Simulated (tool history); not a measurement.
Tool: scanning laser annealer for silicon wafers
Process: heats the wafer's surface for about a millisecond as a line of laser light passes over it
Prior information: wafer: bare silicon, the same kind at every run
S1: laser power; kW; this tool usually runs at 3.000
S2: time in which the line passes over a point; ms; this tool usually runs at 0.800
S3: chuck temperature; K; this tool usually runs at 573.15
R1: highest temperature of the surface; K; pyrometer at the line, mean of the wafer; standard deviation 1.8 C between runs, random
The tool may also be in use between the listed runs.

run 1 hour=0.0 | S1=3.000 S2=0.800 S3=573.15 | R1=1282.15
-- hour=2.5 window over the wafer cleaned
run 2 hour=6.6 | S1=3.000 S2=0.800 S3=573.15 | R1=1314.15
run 3 hour=15.0 | S1=3.000 S2=0.926 S3=573.15 | R1=1374.15
run 4 hour=20.5 | S1=3.000 S2=0.926 S3=573.15 | R1=1372.15
run 5 hour=25.7 | S1=3.000 S2=0.800 S3=573.15 | R1=1313.15
run 6 hour=35.6 | S1=2.740 S2=0.800 S3=573.15 | R1=1243.15
run 7 hour=40.4 | S1=3.000 S2=0.800 S3=573.15 | R1=1315.15
run 8 hour=50.2 | S1=3.000 S2=0.693 S3=573.15 | R1=1259.15
run 9 hour=59.2 | S1=3.000 S2=0.693 S3=573.15 | R1=1258.15
run 10 hour=63.7 | S1=3.000 S2=0.693 S3=573.15 | R1=1257.15
run 11 hour=69.9 | S1=3.000 S2=0.901 S3=573.15 | R1=1360.15
run 12 hour=77.8 | S1=3.000 S2=0.901 S3=573.15 | R1=1357.15
run 13 hour=83.7 | S1=2.980 S2=0.911 S3=603.15 | R1=1387.15
run 14 hour=92.0 | S1=2.925 S2=0.616 S3=596.15 | R1=1225.15
run 15 hour=96.1 | S1=2.614 S2=0.627 S3=573.15 | R1=1135.15
run 16 hour=102.8 | S1=3.048 S2=0.861 S3=585.15 | R1=1366.15
run 17 hour=110.3 | S1=3.259 S2=0.662 S3=573.15 | R1=1302.15
run 18 hour=118.5 | S1=3.000 S2=0.800 S3=567.15 | R1=1301.15
run 19 hour=128.3 | S1=3.000 S2=0.800 S3=567.15 | R1=1300.15

Forecast each of these 5 alternatives for the next run:
run A hour=134.6 | S1=2.989 S2=0.716 S3=573.15 | R1=?
run B hour=134.6 | S1=3.054 S2=0.722 S3=539.15 | R1=?
run C hour=134.6 | S1=3.000 S2=0.618 S3=594.15 | R1=?
run D hour=134.6 | S1=3.000 S2=0.883 S3=583.15 | R1=?
run E hour=134.6 | S1=3.000 S2=0.996 S3=567.15 | R1=?

run=A R1=1264.15
run=B R1=1246.15
run=C R1=1234.15
run=D R1=1355.15
run=E R1=1390.15
With no hidden state in the tool, these same runs would have given:
run=A R1=1275.15
run=B R1=1258.15
run=C R1=1245.15
run=D R1=1368.15
run=E R1=1404.15

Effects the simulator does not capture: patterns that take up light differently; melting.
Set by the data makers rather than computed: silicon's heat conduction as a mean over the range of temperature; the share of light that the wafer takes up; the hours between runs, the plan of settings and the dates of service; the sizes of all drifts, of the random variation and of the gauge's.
